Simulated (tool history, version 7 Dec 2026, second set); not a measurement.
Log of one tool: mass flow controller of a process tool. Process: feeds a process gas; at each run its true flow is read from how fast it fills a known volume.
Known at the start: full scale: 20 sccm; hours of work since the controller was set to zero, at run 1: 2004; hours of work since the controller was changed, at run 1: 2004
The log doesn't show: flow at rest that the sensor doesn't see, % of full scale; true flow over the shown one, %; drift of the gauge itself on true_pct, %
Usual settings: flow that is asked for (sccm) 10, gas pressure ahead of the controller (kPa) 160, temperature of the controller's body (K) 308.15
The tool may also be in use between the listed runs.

run    hour  flow that is asked for (sccm)  gas pressure ahead of the controller (kPa)  temperature of the controller's body (K)  hours of work since the controller was set to zero  hours of work since the controller was changed  true flow (%)
  1     0.0                             10                                         160                                    308.15                                                2004                                            2004          97.61
  2    71.8                             10                                         160                                    308.15                                                2055                                            2055          97.67
  3   166.1                             10                                         225                                    308.15                                                2122                                            2122          97.31
  4   255.1                             10                                         225                                    308.15                                                2185                                            2185          97.29
  5   329.4                             10                                         160                                    308.15                                                2238                                            2238          97.73
  6   418.0                             10                                         160                                    308.15                                                2301                                            2301          97.73
  7   484.7                             10                                         160                                    308.15                                                2349                                            2349          97.70
  8   530.2                             10                                         160                                    294.15                                                2381                                            2381          99.21
  9   605.9                              9                                         160                                    308.15                                                2435                                            2435          97.50
 10   698.6                              3                                         160                                    308.15                                                2501                                            2501          96.78
 11   784.1                              3                                         160                                    308.15                                                2561                                            2561          96.69
 12   880.0                              3                                         160                                    308.15                                                2630                                            2630          96.68
 13   976.0                              3                                         160                                    305.15                                                2698                                            2698          97.14
 14  1029.4                              2                                         195                                    302.15                                                2736                                            2736          97.00
 15  1109.6                              9                                         202                                    308.15                                                2793                                            2793          97.36
 16  1155.4                              6                                         165                                    313.15                                                2826                                            2826          96.56
 17  1207.9                              5                                         165                                    310.15                                                2863                                            2863          96.76
 18  1262.2                              4                                         165                                    306.15                                                2902                                            2902          97.05
 19  1356.3                              8                                         165                                    306.15                                                2969                                            2969          97.58
 20  1395.3                              3                                         165                                    309.15                                                2996                                            2996          96.72
 21  1483.7                              3                                         165                                    309.15                                                3059                                            3059          96.60
 22  1569.6                             12                                         225                                    308.15                                                3120                                            3120          97.60
 23  1666.4                              9                                         155                                    307.15                                                3189                                            3189          97.80

Forecast each of these 5 alternatives for the next run:
  A  1756.3                              7                                         234                                    307.15                                                3253                                            3253              ?
  B  1756.3                              9                                         142                                    301.15                                                3253                                            3253              ?
  C  1756.3                             11                                         155                                    303.15                                                3253                                            3253              ?
  D  1756.3                              8                                         151                                    295.15                                                3253                                            3253              ?
  E  1756.3                             15                                         155                                    294.15                                                3253                                            3253              ?

run  true flow (%)
  A          96.83
  B          98.46
  C          98.43
  D          98.87
  E          99.98
Without the tool's hidden state the same runs would have given:
run  true flow (%)
  A          96.82
  B          98.45
  C          98.43
  D          98.86
  E          99.98
